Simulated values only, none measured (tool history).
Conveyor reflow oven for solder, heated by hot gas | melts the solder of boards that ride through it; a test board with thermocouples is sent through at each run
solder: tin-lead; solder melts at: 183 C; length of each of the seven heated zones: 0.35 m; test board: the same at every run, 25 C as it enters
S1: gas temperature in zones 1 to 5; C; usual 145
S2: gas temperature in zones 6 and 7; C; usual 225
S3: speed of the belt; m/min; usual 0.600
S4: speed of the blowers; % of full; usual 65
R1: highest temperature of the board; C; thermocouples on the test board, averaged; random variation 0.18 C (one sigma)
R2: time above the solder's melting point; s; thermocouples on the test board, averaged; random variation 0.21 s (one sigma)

run 1 hour=0.0 | S1=145 S2=225 S3=0.600 S4=65 | R1=210.5 R2=49.8
run 2 hour=13.3 | S1=145 S2=225 S3=0.600 S4=65 | R1=210.7 R2=50.0
run 3 hour=25.4 | S1=145 S2=225 S3=0.600 S4=65 | R1=210.6 R2=50.1
run 4 hour=43.5 | S1=145 S2=225 S3=0.600 S4=65 | R1=210.4 R2=50.0
run 5 hour=58.8 | S1=145 S2=225 S3=0.600 S4=65 | R1=210.5 R2=49.7
run 6 hour=69.9 | S1=145 S2=225 S3=0.600 S4=53 | R1=206.8 R2=45.7
run 7 hour=80.8 | S1=145 S2=216 S3=0.600 S4=65 | R1=203.0 R2=42.6
run 8 hour=90.5 | S1=154 S2=230 S3=0.600 S4=65 | R1=216.1 R2=58.1
run 9 hour=104.4 | S1=154 S2=230 S3=0.600 S4=65 | R1=216.4 R2=57.9
run 10 hour=119.0 | S1=146 S2=216 S3=0.649 S4=76 | R1=203.6 R2=40.5
run 11 hour=135.1 | S1=132 S2=216 S3=0.649 S4=55 | R1=194.5 R2=23.1
run 12 hour=153.7 | S1=132 S2=216 S3=0.596 S4=88 | R1=205.4 R2=43.2
run 13 hour=168.2 | S1=132 S2=216 S3=0.596 S4=88 | R1=205.6 R2=43.2

Run 14 comes next. What will it give?
run 14 hour=181.1 | S1=139 S2=225 S3=0.600 S4=65 | R1=? R2=?

R1: 209.1 C
R2: 46.8 s
Without the tool's hidden state the same run would have given R1 209.1 C, R2 46.8 s.

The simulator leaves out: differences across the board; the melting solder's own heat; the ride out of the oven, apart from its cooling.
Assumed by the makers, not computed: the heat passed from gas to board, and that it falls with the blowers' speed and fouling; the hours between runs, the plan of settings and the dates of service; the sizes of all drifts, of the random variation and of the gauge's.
